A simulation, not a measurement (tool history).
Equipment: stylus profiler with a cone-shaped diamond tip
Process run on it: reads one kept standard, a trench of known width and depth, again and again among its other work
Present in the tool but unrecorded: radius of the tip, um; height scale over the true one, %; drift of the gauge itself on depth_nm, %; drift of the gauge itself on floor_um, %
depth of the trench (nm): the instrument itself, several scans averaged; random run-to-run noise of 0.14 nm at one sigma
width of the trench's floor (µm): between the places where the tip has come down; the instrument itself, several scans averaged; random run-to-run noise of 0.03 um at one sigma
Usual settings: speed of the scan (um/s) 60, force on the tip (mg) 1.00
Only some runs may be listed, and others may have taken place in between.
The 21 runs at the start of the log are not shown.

run,day,speed of the scan (um/s),force on the tip (mg),scans with this tip,hours of work since the height scale was calibrated,depth of the trench (nm),width of the trench's floor (µm)
22,16.046,60,1.00,6955,967,500.63,16.61
23,16.675,60,1.00,7033,977,500.80,16.55
24,17.738,21,0.94,7163,995,500.47,16.77
25,18.783,31,2.83,7291,1013,503.20,16.76
26,19.754,31,2.83,7410,1030,503.28,16.76
27,20.529,172,0.76,7505,1043,500.20,15.66
28,21.075,169,0.59,7573,1052,500.11,15.60
29,21.633,169,0.59,7641,1062,499.94,15.58
30,22.508,62,0.89,7748,1077,500.21,16.47
31,23.267,62,0.89,7841,1090,500.33,16.50
32,24.092,62,0.89,7943,1104,500.51,16.45
33,25.188,92,0.35,8077,1122,498.97,15.94
34,25.992,159,0.39,8176,1136,499.23,15.37
35,26.667,161,0.42,8259,1148,499.30,15.32
36,27.175,161,0.42,8321,1156,498.84,15.38
37,28.075,161,0.42,8432,1172,499.15,15.35
38,28.792,105,1.16,8519,1184,500.72,16.27
39,29.646,52,1.16,8624,1198,500.29,16.51
40,30.100,59,1.00,8680,1206,500.11,16.49
41,31.108,16,0.64,8804,1223,499.61,16.63
42,32.042,29,0.65,8918,1239,499.51,16.54
43,32.488,70,1.66,8973,1247,501.45,16.45
44,33.425,155,2.41,9088,1263,502.43,16.27
45,34.133,155,2.41,9175,1275,502.24,16.23

Consider 3 possible next runs. They are alternatives, not a sequence: every one starts from the tool as it was left by run 45. What does each give?
A,34.821,16,2.41,9259,1287,?,?
B,34.821,20,0.88,9259,1287,?,?
C,34.821,62,1.00,9259,1287,?,?

run,depth of the trench (nm),width of the trench's floor (µm)
A,502.24,16.70
B,499.77,16.67
C,500.25,16.41
Without the tool's hidden state the same runs would have given:
run,depth of the trench (nm),width of the trench's floor (µm)
A,504.79,17.29
B,502.32,17.26
C,502.80,17.00

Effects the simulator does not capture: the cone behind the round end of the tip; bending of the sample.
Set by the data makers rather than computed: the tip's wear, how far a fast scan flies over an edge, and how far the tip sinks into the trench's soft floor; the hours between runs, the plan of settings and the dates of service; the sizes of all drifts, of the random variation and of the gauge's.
